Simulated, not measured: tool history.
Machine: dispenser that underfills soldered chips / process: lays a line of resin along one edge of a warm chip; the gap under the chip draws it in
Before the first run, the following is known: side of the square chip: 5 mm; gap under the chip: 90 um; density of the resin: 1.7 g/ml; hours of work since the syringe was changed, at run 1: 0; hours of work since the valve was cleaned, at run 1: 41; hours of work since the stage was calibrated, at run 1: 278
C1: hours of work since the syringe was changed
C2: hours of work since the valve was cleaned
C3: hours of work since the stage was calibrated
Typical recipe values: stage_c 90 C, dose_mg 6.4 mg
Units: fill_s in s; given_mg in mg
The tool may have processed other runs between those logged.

Run 1, hour 0: usual settings; C1 0; C2 41; C3 278. Result: fill_s 13.4 s, given_mg 6.21 mg.
Run 2, hour 10.8: usual settings; C1 8; C2 49; C3 286. Result: fill_s 19.6 s, given_mg 6.07 mg.
At hour 14.7: new syringe of resin.
Run 3, hour 24.1: usual settings but dose_mg 6.56 mg; C1 7; C2 58; C3 296. Result: fill_s 18.5 s, given_mg 6.21 mg.
At hour 30.2: new syringe of resin.
Run 4, hour 33.1: usual settings but dose_mg 6.56 mg; C1 2; C2 64; C3 302. Result: fill_s 15.3 s, given_mg 6.26 mg.
At hour 44.8: new syringe of resin.
Run 5, hour 46.8: usual settings but dose_mg 7.01 mg; C1 1; C2 74; C3 311. Result: fill_s 15.1 s, given_mg 6.65 mg.
At hour 58.6: dispensing valve cleaned and set on the balance.
Run 6, hour 59.3: usual settings but dose_mg 7.01 mg; C1 10; C2 0; C3 320. Result: fill_s 19.7 s, given_mg 6.98 mg.
At hour 60.9: new syringe of resin.
Run 7, hour 73.1: usual settings but dose_mg 8.25 mg; C1 9; C2 10; C3 329. Result: fill_s 19.3 s, given_mg 8.26 mg.
At hour 76.1: new syringe of resin.
Run 8, hour 87.6: usual settings but stage_c 100 C; C1 8; C2 20; C3 340. Result: fill_s 13.5 s, given_mg 6.3 mg.
At hour 90.8: new syringe of resin.
Run 9, hour 100.4: usual settings but stage_c 100 C; C1 7; C2 29; C3 349. Result: fill_s 12.5 s, given_mg 6.25 mg.
At hour 105.5: new syringe of resin.
Run 10, hour 115: usual settings but dose_mg 6.53 mg; C1 7; C2 40; C3 359. Result: fill_s 18.8 s, given_mg 6.14 mg.
At hour 120.6: new syringe of resin.
Run 11, hour 122.5: usual settings but dose_mg 6.53 mg; C1 1; C2 45; C3 364. Result: fill_s 14.7 s, given_mg 6.29 mg.
Run 12, hour 133.7: usual settings but dose_mg 6.53 mg; C1 9; C2 53; C3 372. Result: fill_s 20.1 s, given_mg 6.18 mg.
At hour 135.8: new syringe of resin.
Run 13, hour 145.5: usual settings but dose_mg 6.53 mg; C1 7; C2 61; C3 381. Result: fill_s 19.7 s, given_mg 6.16 mg.
At hour 150.8: new syringe of resin.
Run 14, hour 156.2: usual settings but dose_mg 6.53 mg; C1 4; C2 69; C3 388. Result: fill_s 16.7 s, given_mg 6.11 mg.
At hour 165.6: new syringe of resin.
Run 15, hour 166.7: usual settings but dose_mg 6.53 mg; C1 1; C2 76; C3 395. Result: fill_s 13.7 s, given_mg 6.09 mg.
At hour 175.4: dispensing valve cleaned and set on the balance.
Run 16, hour 179.7: usual settings; C1 9; C2 3; C3 404. Result: fill_s 20.1 s, given_mg 6.46 mg.
At hour 181.8: new syringe of resin.
Run 17, hour 186.7: usual settings; C1 4; C2 8; C3 409. Result: fill_s 15.5 s, given_mg 6.34 mg.
At hour 196.2: new syringe of resin.
Run 18, hour 197.1: usual settings but stage_c 78 C, dose_mg 5.98 mg; C1 1; C2 15; C3 416. Result: fill_s 23.3 s, given_mg 5.84 mg.
At hour 202.9: stage's temperature calibrated.
At hour 211.9: new syringe of resin.
Run 19, hour 212: usual settings but stage_c 76 C, dose_mg 7.8 mg; C1 0; C2 25; C3 6. Result: fill_s 26.5 s, given_mg 7.6 mg.
Run 20, hour 224.2: usual settings but stage_c 76 C, dose_mg 7.8 mg; C1 9; C2 34; C3 15. Result: fill_s 39 s, given_mg 7.65 mg.
At hour 226.6: new syringe of resin.
Run 21, hour 234.8: usual settings but stage_c 81 C, dose_mg 6.77 mg; C1 6; C2 41; C3 23. Result: fill_s 28.2 s, given_mg 6.51 mg.
Run 22, hour 240.6: usual settings but stage_c 100 C, dose_mg 5.81 mg; C1 10; C2 45; C3 27. Result: fill_s 15.8 s, given_mg 5.59 mg.
At hour 242: new syringe of resin.
Run 23, hour 253.9: usual settings but stage_c 100 C, dose_mg 5.81 mg; C1 9; C2 55; C3 36. Result: fill_s 14.8 s, given_mg 5.56 mg.
At hour 256.8: new syringe of resin.
Run 24, hour 267.7: usual settings but stage_c 81 C; C1 8; C2 64; C3 46. Result: fill_s 30.6 s, given_mg 6.05 mg.
At hour 271.5: new syringe of resin.
Run 25, hour 279.8: usual settings but stage_c 84 C; C1 6; C2 73; C3 54. Result: fill_s 24.3 s, given_mg 6.03 mg.
At hour 286.6: new syringe of resin.
At hour 292.5: dispensing valve cleaned and set on the balance.
Run 26, hour 292.5: usual settings but stage_c 105 C, dose_mg 8.13 mg; C1 4; C2 0; C3 62. Result: fill_s 9 s, given_mg 8.06 mg.
At hour 302.7: new syringe of resin.
Run 27, hour 304.9: usual settings but stage_c 105 C, dose_mg 8.13 mg; C1 2; C2 9; C3 71. Result: fill_s 8.6 s, given_mg 7.91 mg.
Run 28, hour 314.3: usual settings but stage_c 105 C, dose_mg 8.13 mg; C1 8; C2 15; C3 78. Result: fill_s 11.2 s, given_mg 7.99 mg.
At hour 317.6: new syringe of resin.
Run 29, hour 324.2: usual settings but stage_c 103 C, dose_mg 7.78 mg; C1 5; C2 22; C3 85. Result: fill_s 10.6 s, given_mg 7.66 mg.
At hour 332.7: new syringe of resin.
Run 30, hour 333: usual settings but stage_c 103 C, dose_mg 7.78 mg; C1 0; C2 29; C3 91. Result: fill_s 8.9 s, given_mg 7.56 mg.
Run 31, hour 346.5: usual settings but stage_c 79 C, dose_mg 6.56 mg; C1 10; C2 38; C3 101. Result: fill_s 35.3 s, given_mg 6.28 mg.
At hour 348.1: new syringe of resin.
Run 32, hour 352.8: usual settings but dose_mg 6.02 mg; C1 3; C2 43; C3 105. Result: fill_s 17.4 s, given_mg 5.74 mg.
Run 33, hour 360.6: usual settings but dose_mg 6.02 mg; C1 9; C2 48; C3 111. Result: fill_s 22.1 s, given_mg 5.74 mg.
At hour 362.7: new syringe of resin.
Run 34, hour 369.5: usual settings but dose_mg 6.02 mg; C1 5; C2 54; C3 117. Result: fill_s 18.9 s, given_mg 5.66 mg.

4 options for the next run, each taken on its own from the tool as it stands now. Forecast them:
At hour 377.4: new syringe of resin.
Run A, hour 380.1: usual settings but stage_c 92 C, dose_mg 8.17 mg; C1 2; C2 62; C3 124. Result: fill_s ?, given_mg ?.
At hour 377.4: new syringe of resin.
Run B, hour 380.1: usual settings but dose_mg 5.66 mg; C1 2; C2 62; C3 124. Result: fill_s ?, given_mg ?.
At hour 377.4: new syringe of resin.
Run C, hour 380.1: usual settings but stage_c 75 C, dose_mg 8.28 mg; C1 2; C2 62; C3 124. Result: fill_s ?, given_mg ?.
At hour 377.4: new syringe of resin.
Run D, hour 380.1: usual settings but dose_mg 7.65 mg; C1 2; C2 62; C3 124. Result: fill_s ?, given_mg ?.

run  fill_s  given_mg
  A    14.2      7.69
  B    16.1      5.37
  C    29.8      7.87
  D    16.1      7.25
What these runs would have given with no unlogged condition in the tool:
run  fill_s  given_mg
  A    13.4      8.12
  B    15.1      5.67
  C    28.2      8.31
  D    15.2      7.65
